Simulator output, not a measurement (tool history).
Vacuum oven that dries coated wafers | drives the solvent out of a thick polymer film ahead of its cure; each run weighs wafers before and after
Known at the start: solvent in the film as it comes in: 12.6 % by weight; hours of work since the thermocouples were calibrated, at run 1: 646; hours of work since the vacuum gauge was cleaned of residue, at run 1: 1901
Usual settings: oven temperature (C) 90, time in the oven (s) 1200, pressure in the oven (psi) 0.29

run,hour,oven temperature (C),time in the oven (s),pressure in the oven (psi),hours of work since the thermocouples were calibrated,hours of work since the vacuum gauge was cleaned of residue,solvent left in the film (%)
1,0,90,1200,0.29,646,1901,1.66
2,80.1,90,1200,0.29,709,1963,1.63
3,161.1,90,1200,0.387,772,2026,1.99
4,218.9,90,1200,0.387,817,2071,1.98
5,287.7,90,1200,0.29,870,2125,1.64
6,352.9,90,1200,0.29,921,2175,1.7
7,410,90,1200,0.29,965,2220,1.64
8,491.8,90,1200,0.29,1029,2283,1.67
9,559.5,83,660,0.29,1082,2336,4.69
# hour 567.2: oven's thermocouples calibrated
10,641.3,90,1140,0.292,58,2398,1.82
11,689.7,90,1140,0.292,95,2436,1.76
12,758,98,840,0.516,148,2489,1.94
13,811.8,90,780,1.034,190,2531,4.77
14,897.2,99,1200,0.29,257,2597,0.84

Forecast each of these 5 alternatives for the next run:
A,939.5,76,1200,0.29,290,2630,?
B,939.5,90,1200,0.351,290,2630,?
C,939.5,95,1020,0.29,290,2630,?
D,939.5,91,1200,0.46,290,2630,?
E,939.5,99,780,0.205,290,2630,?

run,solvent left in the film (%)
A,4.32
B,1.78
C,1.28
D,2.08
E,1.14
Without the tool's hidden state the same runs would have given:
run,solvent left in the film (%)
A,4.3
B,1.77
C,1.27
D,2.07
E,1.13
